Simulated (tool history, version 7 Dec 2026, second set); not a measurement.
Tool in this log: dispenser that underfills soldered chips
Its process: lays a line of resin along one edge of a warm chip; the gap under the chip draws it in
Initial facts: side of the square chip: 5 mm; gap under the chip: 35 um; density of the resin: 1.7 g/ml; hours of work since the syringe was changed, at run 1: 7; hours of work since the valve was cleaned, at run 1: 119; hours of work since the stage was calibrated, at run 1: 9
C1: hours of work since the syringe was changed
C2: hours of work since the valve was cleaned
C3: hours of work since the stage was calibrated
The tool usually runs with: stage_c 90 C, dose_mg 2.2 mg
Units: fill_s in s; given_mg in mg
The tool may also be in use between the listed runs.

Run 1, hour 0: usual settings; C1 7; C2 119; C3 9. Result: fill_s 37.9 s, given_mg 1.93 mg.
Run 2, hour 4.9: usual settings; C1 10; C2 123; C3 13. Result: fill_s 43.5 s, given_mg 1.92 mg.
At hour 6.4: new syringe of resin.
Run 3, hour 10.2: usual settings but dose_mg 2.41 mg; C1 3; C2 126; C3 16. Result: fill_s 31.1 s, given_mg 2.13 mg.
At hour 14.7: dispensing valve cleaned and set on the balance.
Run 4, hour 15.6: usual settings but dose_mg 2.41 mg; C1 6; C2 1; C3 20. Result: fill_s 34.7 s, given_mg 2.43 mg.
Run 5, hour 18.2: usual settings; C1 8; C2 2; C3 21. Result: fill_s 38 s, given_mg 2.2 mg.
Run 6, hour 22.1: usual settings; C1 10; C2 5; C3 24. Result: fill_s 42.9 s, given_mg 2.19 mg.
At hour 23.2: new syringe of resin.
Run 7, hour 26: usual settings; C1 2; C2 8; C3 27. Result: fill_s 30.8 s, given_mg 2.19 mg.
Run 8, hour 28.7: usual settings; C1 4; C2 10; C3 29. Result: fill_s 32 s, given_mg 2.17 mg.
Run 9, hour 31.9: usual settings; C1 6; C2 12; C3 31. Result: fill_s 36.1 s, given_mg 2.17 mg.
Run 10, hour 34.4: usual settings; C1 8; C2 14; C3 32. Result: fill_s 38.9 s, given_mg 2.18 mg.
Run 11, hour 36.6: usual settings; C1 9; C2 15; C3 34. Result: fill_s 41.1 s, given_mg 2.16 mg.
At hour 39.3: new syringe of resin.
Run 12, hour 40.2: usual settings; C1 1; C2 18; C3 36. Result: fill_s 30.1 s, given_mg 2.17 mg.
Run 13, hour 43.5: usual settings; C1 3; C2 20; C3 39. Result: fill_s 32.3 s, given_mg 2.14 mg.
Run 14, hour 47.8: usual settings but stage_c 82 C; C1 6; C2 23; C3 42. Result: fill_s 52.5 s, given_mg 2.15 mg.
Run 15, hour 51.7: usual settings but stage_c 82 C, dose_mg 2.32 mg; C1 9; C2 26; C3 44. Result: fill_s 59.1 s, given_mg 2.27 mg.
At hour 55.1: new syringe of resin.
Run 16, hour 56.2: usual settings but dose_mg 2.72 mg; C1 1; C2 29; C3 47. Result: fill_s 28.9 s, given_mg 2.63 mg.
Run 17, hour 58.5: usual settings; C1 2; C2 30; C3 49. Result: fill_s 31.9 s, given_mg 2.15 mg.
Run 18, hour 61: usual settings; C1 4; C2 32; C3 51. Result: fill_s 33.3 s, given_mg 2.12 mg.
Run 19, hour 65.7: usual settings; C1 7; C2 35; C3 54. Result: fill_s 39.3 s, given_mg 2.13 mg.
Run 20, hour 68.1: usual settings; C1 9; C2 37; C3 56. Result: fill_s 41.5 s, given_mg 2.12 mg.
At hour 70.9: new syringe of resin.
Run 21, hour 70.9: usual settings; C1 0; C2 39; C3 57. Result: fill_s 28.4 s, given_mg 2.1 mg.
Run 22, hour 74.6: usual settings but stage_c 76 C, dose_mg 2.44 mg; C1 3; C2 41; C3 60. Result: fill_s 58.8 s, given_mg 2.33 mg.
Run 23, hour 79.1: usual settings but stage_c 98 C, dose_mg 2.9 mg; C1 6; C2 44; C3 63. Result: fill_s 24.6 s, given_mg 2.75 mg.
Run 24, hour 83.9: usual settings but stage_c 86 C, dose_mg 2.88 mg; C1 9; C2 48; C3 67. Result: fill_s 46.8 s, given_mg 2.74 mg.
At hour 86.7: new syringe of resin.
Run 25, hour 87.6: usual settings but stage_c 86 C, dose_mg 2.08 mg; C1 1; C2 50; C3 69. Result: fill_s 35.4 s, given_mg 2 mg.
Run 26, hour 91.8: usual settings but stage_c 86 C, dose_mg 2.08 mg; C1 4; C2 53; C3 72. Result: fill_s 40 s, given_mg 1.98 mg.

What does the tool deliver on the next run?
Run 27, hour 94.9: usual settings but stage_c 91 C, dose_mg 2.62 mg; C1 6; C2 55; C3 74. Result: fill_s ?, given_mg ?.

fill_s: 32.7 s
given_mg: 2.47 mg
On a tool with no hidden condition, and with the same random variation, this run would have come out at fill_s 26.8 s, given_mg 2.61 mg.
